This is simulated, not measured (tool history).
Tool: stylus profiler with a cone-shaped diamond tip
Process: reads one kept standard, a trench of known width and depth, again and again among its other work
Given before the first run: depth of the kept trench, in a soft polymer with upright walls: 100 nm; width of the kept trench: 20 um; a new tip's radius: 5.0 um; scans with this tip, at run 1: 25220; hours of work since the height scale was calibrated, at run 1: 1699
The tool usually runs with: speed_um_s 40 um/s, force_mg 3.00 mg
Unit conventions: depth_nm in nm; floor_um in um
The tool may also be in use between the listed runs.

| run | hour | speed_um_s | force_mg | scans with this tip | hours of work since the height scale was calibrated | depth_nm | floor_um |
|---|---|---|---|---|---|---|---|
| 1 | 0.0 | 40 | 3.00 | 25220 | 1699 | 100.93 | 16.55 |
| 2 | 71.9 | 40 | 3.00 | 26012 | 1753 | 100.90 | 16.40 |
| 3 | 121.4 | 40 | 3.00 | 26557 | 1789 | 100.92 | 16.42 |
| 4 | 188.6 | 146 | 3.00 | 27297 | 1839 | 100.99 | 15.99 |
| 5 | 247.5 | 146 | 3.00 | 27944 | 1883 | 100.92 | 15.98 |
| 6 | 281.8 | 146 | 3.00 | 28322 | 1908 | 100.75 | 15.97 |
| 7 | 334.2 | 146 | 3.00 | 28899 | 1947 | 100.82 | 15.92 |
| 8 | 400.8 | 40 | 1.39 | 29632 | 1997 | 100.08 | 16.29 |
| 9 | 453.1 | 40 | 1.39 | 30207 | 2035 | 100.08 | 16.20 |
| 10 | 509.7 | 40 | 3.00 | 30831 | 2077 | 100.78 | 16.27 |
| 11 | 573.4 | 40 | 3.00 | 31532 | 2125 | 100.79 | 16.28 |
|  | 629.8 | new tip fitted, height scale calibrated |
| 12 | 630.1 | 40 | 3.00 | 3 | 0 | 101.67 | 17.89 |
| 13 | 673.4 | 40 | 3.00 | 480 | 32 | 101.66 | 17.82 |
| 14 | 716.9 | 40 | 3.00 | 959 | 65 | 101.65 | 17.84 |
| 15 | 751.8 | 40 | 3.00 | 1342 | 90 | 101.66 | 17.77 |
| 16 | 788.8 | 40 | 3.00 | 1751 | 118 | 101.71 | 17.75 |
| 17 | 833.9 | 40 | 3.00 | 2247 | 151 | 101.55 | 17.68 |
| 18 | 876.2 | 33 | 1.50 | 2712 | 183 | 101.04 | 17.68 |
|  | 880.5 | height scale calibrated on a step standard |
| 19 | 948.2 | 15 | 1.86 | 3499 | 50 | 101.12 | 17.72 |
| 20 | 977.8 | 76 | 1.26 | 3825 | 72 | 100.89 | 17.34 |
| 21 | 1031.8 | 37 | 1.69 | 4420 | 112 | 100.88 | 17.57 |
| 22 | 1093.4 | 37 | 1.69 | 5098 | 158 | 100.82 | 17.49 |
|  | 1155.1 | height scale calibrated on a step standard, once more |
| 23 | 1162.5 | 11 | 7.64 | 5853 | 6 | 103.31 | 17.61 |
| 24 | 1203.0 | 11 | 7.64 | 6298 | 35 | 103.23 | 17.57 |

What will run 25 give?
| 25 | 1258.3 | 30 | 5.34 | 6907 | 77 | ? | ? |

depth_nm: 102.61 nm
floor_um: 17.48 um
With the hidden condition absent and the run-to-run variation left alone, this run would have shown depth_nm 102.67 nm, floor_um 17.92 um.
